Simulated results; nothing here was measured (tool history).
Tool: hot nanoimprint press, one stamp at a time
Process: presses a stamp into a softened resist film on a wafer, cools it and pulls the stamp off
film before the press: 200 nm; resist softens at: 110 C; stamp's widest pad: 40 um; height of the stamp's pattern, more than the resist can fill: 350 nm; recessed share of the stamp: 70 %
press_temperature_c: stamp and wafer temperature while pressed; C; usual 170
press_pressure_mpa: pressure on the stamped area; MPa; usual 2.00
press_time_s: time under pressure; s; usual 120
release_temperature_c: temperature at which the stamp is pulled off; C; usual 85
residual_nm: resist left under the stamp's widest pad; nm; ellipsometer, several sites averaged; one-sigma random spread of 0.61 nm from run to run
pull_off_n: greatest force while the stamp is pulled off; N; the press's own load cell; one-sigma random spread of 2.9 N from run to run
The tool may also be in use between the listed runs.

run   hour  press_temperature_c  press_pressure_mpa  press_time_s  release_temperature_c  residual_nm  pull_off_n
  1    0.0                  170                2.00           120                     85         98.0         155
  2   38.1                  170                2.00           120                     85         97.2         161
  3   67.2                  170                2.00           120                     85         97.1         159
  4  105.8                  170                2.00           120                     85         97.0         167
  5  124.1                  170                2.00           120                     85         96.5         167
  6  151.3                  170                2.00           120                     85         96.3         169
  7  181.5                  170                2.00           120                     85         96.7         171
     212.9  -- stamp cleaned and given a new release coat
  8  215.7                  158                2.00           120                     85        151.8         134
  9  237.4                  158                2.16           120                     85        147.2         137
 10  281.1                  170                1.79           120                     85        101.3         138
 11  300.6                  170                1.79           120                     85        100.8         142
     306.0  -- plate thermocouple calibrated
 12  325.4                  170                2.19           120                     85         90.6         145
 13  364.0                  170                2.19           120                     85         91.2         144
 14  398.2                  170                2.19           120                     85         90.1         147
     434.3  -- plate thermocouple calibrated, once more
 15  443.4                  170                2.19           120                     85         98.3         150
 16  467.0                  170                2.19           120                     92         97.5         143
 17  487.8                  181                2.19           237                     92         43.5         145
 18  531.5                  172                2.00           106                     81         96.2         160
 19  567.3                  170                2.66           120                     80         91.1         153
 20  587.3                  170                2.60           129                     85         87.6         154
 21  614.2                  180                1.56           194                     91         59.0         152
 22  637.6                  180                1.56           194                     91         58.1         154
 23  659.4                  173                1.56           194                     91         79.9         152
 24  700.9                  170                1.56           194                     84         90.6         160
 25  733.9                  170                1.56           194                     84         90.6         163
 26  766.9                  180                1.40           120                     73         75.1         171
 27  794.2                  170                2.00           120                     71         97.6         178
 28  832.1                  170                2.00           118                     73         99.9         184
     843.5  -- stamp cleaned and given a new release coat
 29  866.8                  181                2.24            78                     80         69.7         140
 30  903.6                  170                1.30           238                     79         89.0         142

Predict each of these 4 candidate next runs independently; none follows another, all start after run 30:
  A  931.6                  170                2.00           120                     88            ?           ?
  B  931.6                  170                1.30            88                     92            ?           ?
  C  931.6                  170                2.00           167                     81            ?           ?
  D  931.6                  170                2.26            75                     76            ?           ?

run  residual_nm  pull_off_n
  A         97.8         134
  B        125.7         135
  C         86.6         145
  D        110.8         154
Without the tool's hidden state the same runs would have given:
run  residual_nm  pull_off_n
  A        100.1         131
  B        128.7         132
  C         88.8         141
  D        113.0         150

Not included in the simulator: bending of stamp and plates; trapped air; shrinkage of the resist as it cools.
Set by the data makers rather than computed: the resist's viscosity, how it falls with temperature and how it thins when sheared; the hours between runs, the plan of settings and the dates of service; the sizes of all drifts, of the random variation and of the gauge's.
